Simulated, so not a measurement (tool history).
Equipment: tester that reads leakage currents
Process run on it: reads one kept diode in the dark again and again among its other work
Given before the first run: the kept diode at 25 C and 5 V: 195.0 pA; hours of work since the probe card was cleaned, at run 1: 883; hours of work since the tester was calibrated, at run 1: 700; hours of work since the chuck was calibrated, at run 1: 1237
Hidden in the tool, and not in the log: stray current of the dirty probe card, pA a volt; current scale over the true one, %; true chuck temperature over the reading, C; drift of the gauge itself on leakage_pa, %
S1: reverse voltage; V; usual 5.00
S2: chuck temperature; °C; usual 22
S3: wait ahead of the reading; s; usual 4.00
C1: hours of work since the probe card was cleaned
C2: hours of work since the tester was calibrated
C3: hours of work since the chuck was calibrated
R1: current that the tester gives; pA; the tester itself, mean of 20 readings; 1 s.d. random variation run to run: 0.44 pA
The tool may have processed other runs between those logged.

run      day     S1  S2    S3    C1    C2    C3       R1
  1    0.000   5.00  22  4.00   883   700  1237   168.08
  2    3.338   5.00  22  4.00   947   764  1301   168.67
  3    8.329   5.00  22  4.00  1043   860  1396   171.28
  4   13.321   5.00  22  4.00  1139   955  1492   173.54
      17.758  -- chuck's temperature calibrated
  5   18.825   5.00  23  4.00  1243  1059    20   166.65
  6   21.583   2.82  22  4.00  1296  1112    73   120.20
  7   24.833   5.00  22  3.07  1358  1175   136   153.18
  8   27.804   5.00  29  4.00  1415  1232   193   292.66
  9   30.508   5.00  29  4.00  1467  1284   245   293.15
 10   34.871   5.00  29  4.00  1550  1367   328   294.76
 11   37.583   5.00  22  4.00  1602  1419   380   158.47
 12   40.454   5.00  22  4.00  1657  1474   435   159.19
 13   46.508  15.29  22  4.00  1774  1590   551   258.46
 14   50.250   5.00  22  0.60  1845  1662   623   163.31
 15   55.467   5.00  22  4.00  1945  1762   723   165.63
 16   61.512   5.00  22  4.00  2061  1878   839   166.80
 17   66.838   5.00  22  4.00  2163  1980   941   170.04
 18   71.429   5.00  22  4.00  2252  2068  1029   171.00
 19   75.079   5.00  22  0.73  2322  2138  1099   173.60
 20   78.954   5.00  22  0.73  2396  2213  1174   174.04
 21   82.804   5.00  49  0.71  2470  2287  1248  1751.70
      84.888  -- probe card cleaned and baked
 22   88.025   5.00  49  0.71    60  2384  1345  1750.31
 23   91.758   3.13  41  0.71   132  2456  1417   766.64
 24   95.133   3.13  41  0.71   197  2521  1482   769.12
 25   99.350   7.88  48  0.45   277  2601  1562  1986.85
      99.975  -- chuck's temperature calibrated
 26  105.121   2.64  22  8.44   386  2711    99   118.42
 27  110.879   5.00  33  4.00   497  2821   209   422.94
 28  113.508   1.43  37  1.14   547  2871   260   364.47
 29  117.758   1.43  37  1.14   629  2953   341   368.35
 30  121.729   1.43  37  4.23   705  3029   417   369.42
 31  127.546   1.43  37  4.23   817  3141   529   374.00
 32  133.179   6.42  60  4.23   925  3249   637  4298.05
 33  138.196   5.00  38  4.00  1021  3345   733   685.84
 34  143.279   5.00  38  4.00  1118  3442   831   688.01
 35  146.646   5.00  52  1.75  1183  3507   895  2154.86
 36  150.925   5.00  21  5.69  1265  3589   977   155.70
 37  154.533   1.46  30  0.43  1334  3658  1046   217.08
 38  157.938   2.22  30  8.60  1399  3724  1112   256.88
 39  163.346   5.00  22  2.57  1503  3827  1215   176.18

Branching from run 39: 5 alternative next runs. What would each branch give?
  A  166.400  2.24  26  0.36  1562  3886  1274   ?
  B  166.400  5.00  20  4.00  1562  3886  1274   ?
  C  166.400  5.00  36  4.00  1562  3886  1274   ?
  D  166.400  5.00  22  1.27  1562  3886  1274   ?
  E  166.400  2.36  25  0.35  1562  3886  1274   ?

run      R1
  A  184.05
  B  147.20
  C  608.44
  D  177.71
  E  171.91
The same runs, with their run-to-run variation unchanged, on a tool lacking any hidden condition would have given:
run      R1
  A  156.10
  B  121.36
  C  522.70
  D  147.71
  E  145.47
